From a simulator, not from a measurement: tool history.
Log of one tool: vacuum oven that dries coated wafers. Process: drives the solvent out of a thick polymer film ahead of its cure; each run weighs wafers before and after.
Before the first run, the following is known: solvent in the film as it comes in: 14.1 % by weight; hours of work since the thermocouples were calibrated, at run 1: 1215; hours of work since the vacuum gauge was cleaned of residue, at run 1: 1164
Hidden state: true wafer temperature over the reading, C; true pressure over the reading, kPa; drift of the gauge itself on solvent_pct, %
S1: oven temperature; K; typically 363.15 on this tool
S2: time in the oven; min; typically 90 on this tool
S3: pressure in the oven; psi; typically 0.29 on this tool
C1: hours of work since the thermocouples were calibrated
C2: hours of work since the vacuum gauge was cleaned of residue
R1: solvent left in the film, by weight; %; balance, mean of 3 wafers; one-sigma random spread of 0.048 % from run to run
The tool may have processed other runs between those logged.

run 1 hour=0 | S1=363.15 S2=90 S3=0.29 | C1=1215 C2=1164 | R1=2.93
run 2 hour=58.5 | S1=363.15 S2=90 S3=0.29 | C1=1240 C2=1189 | R1=2.97
run 3 hour=112.5 | S1=368.15 S2=90 S3=0.29 | C1=1263 C2=1213 | R1=2.04
run 4 hour=149.6 | S1=374.15 S2=90 S3=0.29 | C1=1279 C2=1229 | R1=1.38
run 5 hour=207.7 | S1=363.15 S2=145 S3=0.29 | C1=1304 C2=1254 | R1=1.88
run 6 hour=291.9 | S1=355.15 S2=145 S3=0.29 | C1=1341 C2=1290 | R1=3.36
-- hour=300.5 vacuum gauge cleaned of residue and calibrated
run 7 hour=375.8 | S1=355.15 S2=53 S3=0.29 | C1=1376 C2=32 | R1=6.95
run 8 hour=415.4 | S1=355.15 S2=53 S3=0.29 | C1=1393 C2=49 | R1=7.09
run 9 hour=470.2 | S1=355.15 S2=53 S3=0.29 | C1=1417 C2=73 | R1=6.95
run 10 hour=542.1 | S1=355.15 S2=53 S3=0.29 | C1=1448 C2=104 | R1=7.05
-- hour=624.6 vacuum gauge cleaned of residue and calibrated, once more
run 11 hour=631.3 | S1=370.15 S2=90 S3=0.756 | C1=1485 C2=3 | R1=2.93
run 12 hour=697.8 | S1=370.15 S2=90 S3=0.756 | C1=1514 C2=32 | R1=3.03
run 13 hour=756.9 | S1=370.15 S2=90 S3=0.756 | C1=1539 C2=57 | R1=2.99
run 14 hour=839 | S1=370.15 S2=95 S3=0.36 | C1=1575 C2=92 | R1=1.85
run 15 hour=890.3 | S1=361.15 S2=90 S3=0.29 | C1=1597 C2=114 | R1=3.32
run 16 hour=963.3 | S1=361.15 S2=90 S3=0.29 | C1=1628 C2=146 | R1=3.46

Alternative continuations, all from the tool just after run 16; predict every row:
run A hour=1008.4 | S1=361.15 S2=90 S3=0.248 | C1=1648 C2=165 | R1=?
run B hour=1008.4 | S1=349.15 S2=61 S3=0.29 | C1=1648 C2=165 | R1=?
run C hour=1008.4 | S1=362.15 S2=48 S3=0.323 | C1=1648 C2=165 | R1=?
run D hour=1008.4 | S1=373.15 S2=154 S3=0.29 | C1=1648 C2=165 | R1=?
run E hour=1008.4 | S1=364.15 S2=90 S3=0.199 | C1=1648 C2=165 | R1=?

run=A R1=3.3
run=B R1=7.53
run=C R1=5.64
run=D R1=0.94
run=E R1=2.47
With no hidden state in the tool, these same runs would have given:
run=A R1=2.71
run=B R1=6.89
run=C R1=4.98
run=D R1=0.81
run=E R1=1.96
